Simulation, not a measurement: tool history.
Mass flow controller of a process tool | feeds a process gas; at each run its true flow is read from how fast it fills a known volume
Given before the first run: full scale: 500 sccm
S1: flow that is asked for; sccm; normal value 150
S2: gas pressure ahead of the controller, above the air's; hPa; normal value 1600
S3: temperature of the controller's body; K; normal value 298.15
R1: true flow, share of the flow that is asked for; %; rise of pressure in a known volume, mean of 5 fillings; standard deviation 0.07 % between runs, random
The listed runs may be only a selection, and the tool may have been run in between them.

run	hour	S1	S2	S3	R1
1	0	150	1600	298.15	98.11
2	53.7	150	1600	298.15	98.02
3	152.1	150	1600	298.15	97.89
4	246.1	150	1600	298.15	97.85
5	310.1	150	1600	309.15	96.99
6	367.4	150	1600	309.15	97
7	443.7	150	1600	309.15	96.78
8	486.5	150	1600	309.15	96.84
9	562.1	150	1600	309.15	96.73
10	652.2	150	1600	309.15	96.78
11	734.6	150	1600	309.15	96.76
12	785.2	150	1600	309.15	96.72
13	884.5	87	1690	312.15	95.56
14	967	150	1600	295.15	97.61
15	1023.2	63	1600	298.15	96.41
16	1116.5	416	2070	298.15	98.91
17	1216.3	416	2070	298.15	98.88
18	1271.3	411	1470	298.15	99.09
19	1370.4	150	1600	313.15	96.08
20	1465.1	150	1600	313.15	96.02
21	1538.1	281	2210	294.15	98.2
22	1628.9	150	1640	312.15	95.98
23	1691.1	150	1470	306.15	96.63

Forecast each of these 5 alternatives for the next run:
A	1759.2	202	1800	306.15	?
B	1759.2	123	1440	305.15	?
C	1759.2	90	1730	300.15	?
D	1759.2	51	1890	298.15	?
E	1759.2	150	1850	295.15	?

run	R1
A	96.77
B	96.42
C	96.19
D	95.21
E	97.31
With no hidden state in the tool, these same runs would have given:
run	R1
A	97.82
B	97.77
C	97.82
D	97.64
E	98.52
